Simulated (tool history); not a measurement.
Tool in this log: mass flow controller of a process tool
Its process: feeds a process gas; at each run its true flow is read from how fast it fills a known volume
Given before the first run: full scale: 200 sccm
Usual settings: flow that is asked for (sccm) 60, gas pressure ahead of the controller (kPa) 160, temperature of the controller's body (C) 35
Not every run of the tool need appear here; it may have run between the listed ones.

run   hour  flow that is asked for (sccm)  gas pressure ahead of the controller (kPa)  temperature of the controller's body (C)  true flow (%)
  1      0                             60                                         160                                        35          96.68
  2   91.3                             60                                         160                                        35          96.72
  3  139.2                             60                                         207                                        35          96.46
  4  190.7                             60                                         160                                        35          96.52
  5  243.1                             60                                         160                                        21          95.56
  6  325.8                             60                                         160                                        21          95.77
  7  418.2                             60                                         160                                        21          95.77
  8  477.9                             60                                         160                                        21           95.6
  9  554.5                             60                                         163                                        37          96.63
 10  653.5                             41                                         163                                        28          94.95
 11  755.4                             67                                         240                                        23           95.6
 12  801.2                             33                                         240                                        32          94.28
 13  911.1                             40                                         160                                        40          95.45

Branching from run 13: 4 alternative next runs. What would each branch give?
  A  974.8                            134                                         160                                        21              ?
  B  974.8                             40                                         160                                        24              ?
  C  974.8                             22                                         141                                        40              ?
  D  974.8                             60                                         160                                        33              ?

run  true flow (%)
  A          97.23
  B           94.4
  C           93.1
  D          96.16
What these runs would have given with no unlogged condition in the tool:
run  true flow (%)
  A          99.02
  B          98.09
  C          99.02
  D          98.95
